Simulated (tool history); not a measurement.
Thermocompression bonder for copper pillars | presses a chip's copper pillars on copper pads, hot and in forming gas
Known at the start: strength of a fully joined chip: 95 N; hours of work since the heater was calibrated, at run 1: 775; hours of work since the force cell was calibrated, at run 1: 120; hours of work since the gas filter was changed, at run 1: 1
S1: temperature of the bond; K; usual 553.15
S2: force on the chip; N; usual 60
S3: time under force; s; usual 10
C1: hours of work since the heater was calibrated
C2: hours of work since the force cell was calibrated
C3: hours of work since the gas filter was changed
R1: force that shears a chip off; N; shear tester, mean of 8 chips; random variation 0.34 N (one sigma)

run 1 hour=0.0 | S1=553.15 S2=60 S3=10 | C1=775 C2=120 C3=1 | R1=47.1
run 2 hour=6.4 | S1=578.15 S2=60 S3=10 | C1=779 C2=124 C3=5 | R1=62.0
run 3 hour=15.3 | S1=553.15 S2=41 S3=10 | C1=784 C2=129 C3=10 | R1=37.3
run 4 hour=26.0 | S1=553.15 S2=41 S3=10 | C1=790 C2=135 C3=16 | R1=37.5
run 5 hour=31.7 | S1=553.15 S2=41 S3=10 | C1=794 C2=138 C3=20 | R1=37.3
run 6 hour=41.7 | S1=553.15 S2=60 S3=10 | C1=799 C2=144 C3=25 | R1=47.4
run 7 hour=51.7 | S1=553.15 S2=60 S3=10 | C1=805 C2=150 C3=31 | R1=47.4
run 8 hour=62.5 | S1=553.15 S2=60 S3=10 | C1=811 C2=156 C3=37 | R1=46.8
run 9 hour=67.6 | S1=553.15 S2=60 S3=10 | C1=814 C2=159 C3=40 | R1=46.7
run 10 hour=75.5 | S1=553.15 S2=60 S3=10 | C1=819 C2=164 C3=45 | R1=46.8
run 11 hour=86.4 | S1=553.15 S2=60 S3=10 | C1=825 C2=170 C3=51 | R1=46.4
run 12 hour=96.0 | S1=523.15 S2=60 S3=8 | C1=831 C2=175 C3=57 | R1=27.2
run 13 hour=104.6 | S1=559.15 S2=60 S3=8 | C1=836 C2=180 C3=62 | R1=46.0
run 14 hour=114.0 | S1=559.15 S2=60 S3=7 | C1=841 C2=186 C3=67 | R1=44.4
run 15 hour=121.1 | S1=560.15 S2=68 S3=11 | C1=845 C2=190 C3=71 | R1=55.2
run 16 hour=129.6 | S1=535.15 S2=77 S3=5 | C1=850 C2=195 C3=76 | R1=32.5
run 17 hour=141.4 | S1=535.15 S2=77 S3=5 | C1=857 C2=202 C3=83 | R1=32.2

Run 18 comes next. What will it give?
run 18 hour=150.3 | S1=558.15 S2=54 S3=16 | C1=862 C2=207 C3=88 | R1=?

R1: 54.1 N
Without the tool's hidden state the same run would have given R1 48.1 N.
